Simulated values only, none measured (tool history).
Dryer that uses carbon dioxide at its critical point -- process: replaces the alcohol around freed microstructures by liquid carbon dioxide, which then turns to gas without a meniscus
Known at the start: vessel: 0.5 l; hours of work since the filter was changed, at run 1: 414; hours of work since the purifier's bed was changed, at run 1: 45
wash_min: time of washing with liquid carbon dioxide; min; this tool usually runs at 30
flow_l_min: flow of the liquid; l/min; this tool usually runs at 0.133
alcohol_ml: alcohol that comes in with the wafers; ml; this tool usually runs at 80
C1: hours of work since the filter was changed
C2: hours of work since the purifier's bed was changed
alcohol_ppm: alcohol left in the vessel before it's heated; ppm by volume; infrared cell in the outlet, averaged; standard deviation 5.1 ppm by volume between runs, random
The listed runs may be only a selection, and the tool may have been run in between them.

{"run": 1, "hour": 0.0, "wash_min": 30, "flow_l_min": 0.133, "alcohol_ml": 80, "C1": 414, "C2": 45, "alcohol_ppm": 180}
{"run": 2, "hour": 61.0, "wash_min": 30, "flow_l_min": 0.133, "alcohol_ml": 80, "C1": 454, "C2": 85, "alcohol_ppm": 192}
{"hour": 83.4, "done": "inlet filter changed"}
{"run": 3, "hour": 105.6, "wash_min": 20, "flow_l_min": 0.133, "alcohol_ml": 80, "C1": 15, "C2": 114, "alcohol_ppm": 984}
{"run": 4, "hour": 150.6, "wash_min": 30, "flow_l_min": 0.208, "alcohol_ml": 80, "C1": 44, "C2": 143, "alcohol_ppm": 32}
{"run": 5, "hour": 204.1, "wash_min": 30, "flow_l_min": 0.208, "alcohol_ml": 21, "C1": 79, "C2": 179, "alcohol_ppm": 41}
{"run": 6, "hour": 270.4, "wash_min": 30, "flow_l_min": 0.208, "alcohol_ml": 21, "C1": 123, "C2": 222, "alcohol_ppm": 42}
{"run": 7, "hour": 309.7, "wash_min": 30, "flow_l_min": 0.168, "alcohol_ml": 21, "C1": 149, "C2": 248, "alcohol_ppm": 49}
{"run": 8, "hour": 337.4, "wash_min": 30, "flow_l_min": 0.168, "alcohol_ml": 21, "C1": 167, "C2": 266, "alcohol_ppm": 54}
{"run": 9, "hour": 389.9, "wash_min": 30, "flow_l_min": 0.133, "alcohol_ml": 106, "C1": 202, "C2": 301, "alcohol_ppm": 185}
{"run": 10, "hour": 430.4, "wash_min": 37, "flow_l_min": 0.133, "alcohol_ml": 106, "C1": 229, "C2": 328, "alcohol_ppm": 99}
{"run": 11, "hour": 463.2, "wash_min": 37, "flow_l_min": 0.133, "alcohol_ml": 106, "C1": 250, "C2": 349, "alcohol_ppm": 92}
{"run": 12, "hour": 508.5, "wash_min": 37, "flow_l_min": 0.133, "alcohol_ml": 106, "C1": 280, "C2": 379, "alcohol_ppm": 104}
{"run": 13, "hour": 540.3, "wash_min": 30, "flow_l_min": 0.118, "alcohol_ml": 80, "C1": 301, "C2": 400, "alcohol_ppm": 358}
{"run": 14, "hour": 597.1, "wash_min": 30, "flow_l_min": 0.118, "alcohol_ml": 80, "C1": 338, "C2": 437, "alcohol_ppm": 368}
{"run": 15, "hour": 637.9, "wash_min": 30, "flow_l_min": 0.118, "alcohol_ml": 80, "C1": 365, "C2": 464, "alcohol_ppm": 393}
{"run": 16, "hour": 693.8, "wash_min": 30, "flow_l_min": 0.133, "alcohol_ml": 80, "C1": 402, "C2": 501, "alcohol_ppm": 240}
{"run": 17, "hour": 749.4, "wash_min": 30, "flow_l_min": 0.15, "alcohol_ml": 80, "C1": 439, "C2": 538, "alcohol_ppm": 162}
{"run": 18, "hour": 793.7, "wash_min": 30, "flow_l_min": 0.15, "alcohol_ml": 80, "C1": 468, "C2": 567, "alcohol_ppm": 183}
{"hour": 800.4, "done": "inlet filter changed"}
{"run": 19, "hour": 831.6, "wash_min": 25, "flow_l_min": 0.085, "alcohol_ml": 97, "C1": 21, "C2": 591, "alcohol_ppm": 3608}
{"run": 20, "hour": 888.5, "wash_min": 30, "flow_l_min": 0.121, "alcohol_ml": 59, "C1": 58, "C2": 629, "alcohol_ppm": 233}
{"run": 21, "hour": 920.2, "wash_min": 27, "flow_l_min": 0.107, "alcohol_ml": 100, "C1": 79, "C2": 650, "alcohol_ppm": 1010}
{"run": 22, "hour": 957.8, "wash_min": 21, "flow_l_min": 0.163, "alcohol_ml": 37, "C1": 104, "C2": 674, "alcohol_ppm": 246}
{"run": 23, "hour": 996.3, "wash_min": 21, "flow_l_min": 0.163, "alcohol_ml": 37, "C1": 129, "C2": 700, "alcohol_ppm": 251}
{"run": 24, "hour": 1058.2, "wash_min": 30, "flow_l_min": 0.149, "alcohol_ml": 80, "C1": 170, "C2": 741, "alcohol_ppm": 182}
{"run": 25, "hour": 1105.5, "wash_min": 30, "flow_l_min": 0.133, "alcohol_ml": 98, "C1": 201, "C2": 772, "alcohol_ppm": 274}
{"run": 26, "hour": 1163.9, "wash_min": 30, "flow_l_min": 0.133, "alcohol_ml": 98, "C1": 239, "C2": 810, "alcohol_ppm": 290}
{"run": 27, "hour": 1201.2, "wash_min": 30, "flow_l_min": 0.133, "alcohol_ml": 98, "C1": 264, "C2": 835, "alcohol_ppm": 304}
{"run": 28, "hour": 1252.0, "wash_min": 30, "flow_l_min": 0.133, "alcohol_ml": 98, "C1": 297, "C2": 868, "alcohol_ppm": 317}
{"run": 29, "hour": 1301.1, "wash_min": 30, "flow_l_min": 0.084, "alcohol_ml": 80, "C1": 330, "C2": 900, "alcohol_ppm": 2138}
{"run": 30, "hour": 1365.3, "wash_min": 39, "flow_l_min": 0.156, "alcohol_ml": 80, "C1": 372, "C2": 943, "alcohol_ppm": 174}
{"run": 31, "hour": 1419.5, "wash_min": 39, "flow_l_min": 0.111, "alcohol_ml": 28, "C1": 408, "C2": 978, "alcohol_ppm": 217}
{"run": 32, "hour": 1464.3, "wash_min": 39, "flow_l_min": 0.111, "alcohol_ml": 28, "C1": 437, "C2": 1008, "alcohol_ppm": 209}
{"hour": 1511.9, "done": "inlet filter changed"}
{"run": 33, "hour": 1525.5, "wash_min": 34, "flow_l_min": 0.133, "alcohol_ml": 88, "C1": 9, "C2": 1048, "alcohol_ppm": 236}
{"run": 34, "hour": 1565.9, "wash_min": 31, "flow_l_min": 0.184, "alcohol_ml": 80, "C1": 36, "C2": 1074, "alcohol_ppm": 204}
{"run": 35, "hour": 1612.5, "wash_min": 31, "flow_l_min": 0.184, "alcohol_ml": 80, "C1": 66, "C2": 1105, "alcohol_ppm": 217}
{"run": 36, "hour": 1655.1, "wash_min": 30, "flow_l_min": 0.104, "alcohol_ml": 21, "C1": 94, "C2": 1133, "alcohol_ppm": 325}

Run by run, hidden condition taken away, random variation retained:
Hidden state present: flow that reaches the vessel past the clogged filter, %; alcohol in the recycled carbon dioxide, ppm; drift of the gauge itself on alcohol_ppm, %.
run=1 alcohol_ppm=84
run=2 alcohol_ppm=82
run=3 alcohol_ppm=943
run=4 alcohol_ppm=4
run=5 alcohol_ppm=8
run=6 alcohol_ppm=1
run=7 alcohol_ppm=4
run=8 alcohol_ppm=5
run=9 alcohol_ppm=92
run=10 alcohol_ppm=29
run=11 alcohol_ppm=17
run=12 alcohol_ppm=22
run=13 alcohol_ppm=186
run=14 alcohol_ppm=171
run=15 alcohol_ppm=178
run=16 alcohol_ppm=73
run=17 alcohol_ppm=26
run=18 alcohol_ppm=39
run=19 alcohol_ppm=3412
run=20 alcohol_ppm=109
run=21 alcohol_ppm=803
run=22 alcohol_ppm=103
run=23 alcohol_ppm=104
run=24 alcohol_ppm=36
run=25 alcohol_ppm=96
run=26 alcohol_ppm=94
run=27 alcohol_ppm=96
run=28 alcohol_ppm=97
run=29 alcohol_ppm=1378
run=30 alcohol_ppm=1
run=31 alcohol_ppm=23
run=32 alcohol_ppm=9
run=33 alcohol_ppm=40
run=34 alcohol_ppm=4
run=35 alcohol_ppm=16
run=36 alcohol_ppm=106

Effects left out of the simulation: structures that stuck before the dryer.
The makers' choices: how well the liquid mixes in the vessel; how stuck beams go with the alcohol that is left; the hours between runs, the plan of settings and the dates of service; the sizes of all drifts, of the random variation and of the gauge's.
